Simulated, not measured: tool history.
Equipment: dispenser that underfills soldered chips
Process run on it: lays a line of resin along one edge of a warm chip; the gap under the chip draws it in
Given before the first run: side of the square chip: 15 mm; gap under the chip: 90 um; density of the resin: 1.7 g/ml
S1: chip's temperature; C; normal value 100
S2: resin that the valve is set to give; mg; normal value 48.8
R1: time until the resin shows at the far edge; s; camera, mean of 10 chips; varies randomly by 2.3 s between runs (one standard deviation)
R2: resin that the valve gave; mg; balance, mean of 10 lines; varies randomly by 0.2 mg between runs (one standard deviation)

| run | hour | S1 | S2 | R1 | R2 |
|---|---|---|---|---|---|
| 1 | 0.0 | 100 | 48.8 | 460.2 | 48.05 |
|  | 1.3 | new syringe of resin |
| 2 | 3.7 | 100 | 48.8 | 262.0 | 48.17 |
| 3 | 8.1 | 96 | 48.8 | 394.9 | 47.89 |
| 4 | 12.6 | 96 | 48.8 | 502.3 | 47.70 |
|  | 14.9 | new syringe of resin |
| 5 | 16.2 | 96 | 48.8 | 282.9 | 47.12 |
| 6 | 18.9 | 96 | 48.8 | 333.5 | 47.50 |
| 7 | 23.4 | 96 | 48.8 | 431.4 | 47.15 |
| 8 | 28.1 | 106 | 48.8 | 400.7 | 47.12 |
|  | 28.6 | new syringe of resin |
| 9 | 33.3 | 106 | 48.8 | 243.1 | 46.56 |
| 10 | 37.5 | 100 | 48.8 | 376.6 | 47.09 |
|  | 42.3 | new syringe of resin |
| 11 | 42.7 | 100 | 48.8 | 235.8 | 46.65 |
| 12 | 46.8 | 100 | 51.6 | 292.8 | 48.82 |
| 13 | 50.9 | 100 | 51.6 | 370.8 | 49.00 |
| 14 | 55.2 | 100 | 48.8 | 484.1 | 46.31 |
|  | 55.9 | new syringe of resin |
| 15 | 58.9 | 102 | 57.2 | 249.0 | 53.80 |
| 16 | 62.6 | 102 | 57.2 | 295.7 | 53.41 |
| 17 | 65.2 | 102 | 57.2 | 356.8 | 53.38 |
|  | 69.6 | new syringe of resin |
| 18 | 70.1 | 102 | 57.2 | 217.2 | 53.53 |
| 19 | 74.4 | 102 | 58.4 | 277.7 | 54.45 |
|  | 75.9 | dispensing valve cleaned and set on the balance |
| 20 | 78.9 | 106 | 51.8 | 292.2 | 51.71 |
| 21 | 82.5 | 115 | 63.0 | 269.4 | 62.83 |
|  | 84.4 | new syringe of resin |
| 22 | 86.8 | 87 | 54.0 | 410.4 | 53.72 |
| 23 | 89.5 | 87 | 54.0 | 472.3 | 53.39 |
| 24 | 93.9 | 85 | 48.8 | 672.2 | 47.98 |
| 25 | 97.5 | 85 | 48.8 | 832.5 | 47.52 |
|  | 98.5 | new syringe of resin |
| 26 | 102.6 | 85 | 48.8 | 490.0 | 47.84 |
| 27 | 105.4 | 85 | 48.8 | 582.3 | 47.87 |

Consider 4 possible next runs. They are alternatives, not a sequence: every one starts from the tool as it was left by run 27. What does each give?
| A | 108.7 | 105 | 46.8 | ? | ? |
| B | 108.7 | 97 | 47.7 | ? | ? |
| C | 108.7 | 99 | 45.8 | ? | ? |
| D | 108.7 | 110 | 54.1 | ? | ? |

| run | R1 | R2 |
|---|---|---|
| A | 345.2 | 45.64 |
| B | 452.5 | 46.69 |
| C | 432.7 | 44.64 |
| D | 286.4 | 52.41 |
The same runs, with their run-to-run variation unchanged, on a tool lacking any hidden condition would have given:
| run | R1 | R2 |
|---|---|---|
| A | 194.2 | 46.74 |
| B | 254.9 | 47.82 |
| C | 243.4 | 45.72 |
| D | 161.6 | 53.69 |
